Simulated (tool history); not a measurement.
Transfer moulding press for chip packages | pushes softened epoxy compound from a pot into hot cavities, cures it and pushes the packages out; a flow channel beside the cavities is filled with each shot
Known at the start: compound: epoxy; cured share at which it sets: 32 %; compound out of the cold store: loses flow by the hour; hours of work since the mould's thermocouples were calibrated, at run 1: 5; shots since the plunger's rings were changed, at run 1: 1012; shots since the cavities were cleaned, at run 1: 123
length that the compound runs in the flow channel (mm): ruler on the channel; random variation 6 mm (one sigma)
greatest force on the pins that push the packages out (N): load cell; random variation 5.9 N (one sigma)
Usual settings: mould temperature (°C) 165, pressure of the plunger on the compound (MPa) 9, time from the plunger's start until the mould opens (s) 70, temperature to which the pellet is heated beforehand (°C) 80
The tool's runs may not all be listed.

run	hour	mould temperature (°C)	pressure of the plunger on the compound (MPa)	time from the plunger's start until the mould opens (s)	temperature to which the pellet is heated beforehand (°C)	hours of work since the mould's thermocouples were calibrated	shots since the plunger's rings were changed	shots since the cavities were cleaned	incoming compound's hours out of the cold store	length that the compound runs in the flow channel (mm)	greatest force on the pins that push the packages out (N)
1	0	165	9	70	80	5	1012	123	12.4	750	291
# hour 58.1: cavities cleaned with cleaning compound and waxed
2	81.1	165	9	70	80	62	2575	453	28.6	657	319
# hour 121.9: cavities cleaned with cleaning compound and waxed
3	154.4	165	9	70	80	114	3982	638	20.2	683	342
# hour 183.9: cavities cleaned with cleaning compound and waxed
# hour 206.9: plunger's sealing rings changed
4	228.3	165	9	70	80	165	422	824	9	774	370
# hour 251: cavities cleaned with cleaning compound and waxed
5	280.9	165	9	70	80	202	1423	587	11.5	743	339
# hour 313.7: cavities cleaned with cleaning compound and waxed
6	372	165	8.09	70	80	267	3181	1144	22.2	643	385
# hour 382.1: cavities cleaned with cleaning compound and waxed
7	431.3	165	9	70	89	309	4316	966	40.4	593	348
# hour 450.9: cavities cleaned with cleaning compound and waxed
# hour 466.4: plunger's sealing rings changed
8	482.2	165	9	70	89	343	309	564	8.4	769	357
# hour 521.9: cavities cleaned with cleaning compound and waxed
9	558.7	165	9	70	80	397	1781	722	22.4	704	362
# hour 590: cavities cleaned with cleaning compound and waxed
10	603.1	165	9	70	80	428	2623	257	36.6	646	320
# hour 654: cavities cleaned with cleaning compound and waxed
11	680.7	172	9	70	80	483	4117	525	34.6	611	246
# hour 716.5: cavities cleaned with cleaning compound and waxed
# hour 727.5: plunger's sealing rings changed
# hour 784: cavities cleaned with cleaning compound and waxed
12	785.4	172	9	70	80	555	1105	27	38.7	650	192
# hour 851.2: cavities cleaned with cleaning compound and waxed
13	883.6	172	9	70	80	625	3004	635	19.6	685	264
# hour 919.7: mould's thermocouples calibrated
# hour 921.2: cavities cleaned with cleaning compound and waxed
14	947.4	165	8.57	72	80	19	4186	514	24.1	649	312
# hour 985.3: plunger's sealing rings changed
# hour 986.8: cavities cleaned with cleaning compound and waxed
15	1028.9	159	8.57	72	72	75	825	825	39.3	641	484
# hour 1054.1: cavities cleaned with cleaning compound and waxed
16	1071.5	170	9.78	70	72	105	1631	340	32	691	251
# hour 1116.1: cavities cleaned with cleaning compound and waxed
17	1154.2	160	9.78	70	80	164	3225	747	16.6	747	514
# hour 1180.6: cavities cleaned with cleaning compound and waxed
# hour 1248: plunger's sealing rings changed
# hour 1249.5: cavities cleaned with cleaning compound and waxed
18	1249.5	170	9	70	84	229	0	0	38.5	650	187
# hour 1313.7: cavities cleaned with cleaning compound and waxed
19	1328.4	170	9	70	84	285	1518	288	17.3	713	245
# hour 1381.4: cavities cleaned with cleaning compound and waxed
20	1390.2	166	9	70	84	329	2701	171	23.4	674	275
# hour 1446.2: cavities cleaned with cleaning compound and waxed
21	1464.5	166	8.91	55	84	381	4131	360	8.8	697	605
# hour 1512.9: plunger's sealing rings changed
# hour 1514.4: cavities cleaned with cleaning compound and waxed
22	1546.5	166	10.24	55	84	438	630	630	43.9	682	591
# hour 1577.3: cavities cleaned with cleaning compound and waxed
23	1616	163	10.6	55	84	487	1963	759	35.7	698	708
# hour 1642.4: cavities cleaned with cleaning compound and waxed
24	1668	170	9.85	90	73	524	2955	502	14.6	749	233
# hour 1711.6: cavities cleaned with cleaning compound and waxed
25	1745.1	164	9.85	60	72	579	4438	658	37.1	637	593
# hour 1773.2: plunger's sealing rings changed
# hour 1783.2: cavities cleaned with cleaning compound and waxed
26	1789.4	164	7.75	68	82	608	288	122	28.8	649	322

Forecast each of these 3 alternatives for the next run:
# hour 1851.1: mould's thermocouples calibrated
# hour 1852.6: cavities cleaned with cleaning compound and waxed
A	1876.2	164	7.75	68	87	17	1923	464	34.8	?	?
# hour 1851.1: mould's thermocouples calibrated
# hour 1852.6: cavities cleaned with cleaning compound and waxed
B	1876.2	164	9.15	101	71	17	1923	464	36.4	?	?
# hour 1851.1: mould's thermocouples calibrated
# hour 1852.6: cavities cleaned with cleaning compound and waxed
C	1876.2	158	9	70	80	17	1923	464	35.1	?	?

run	length that the compound runs in the flow channel (mm)	greatest force on the pins that push the packages out (N)
A	593	351
B	650	236
C	665	510
Without the tool's hidden state the same runs would have given:
run	length that the compound runs in the flow channel (mm)	greatest force on the pins that push the packages out (N)
A	613	245
B	672	164
C	688	354

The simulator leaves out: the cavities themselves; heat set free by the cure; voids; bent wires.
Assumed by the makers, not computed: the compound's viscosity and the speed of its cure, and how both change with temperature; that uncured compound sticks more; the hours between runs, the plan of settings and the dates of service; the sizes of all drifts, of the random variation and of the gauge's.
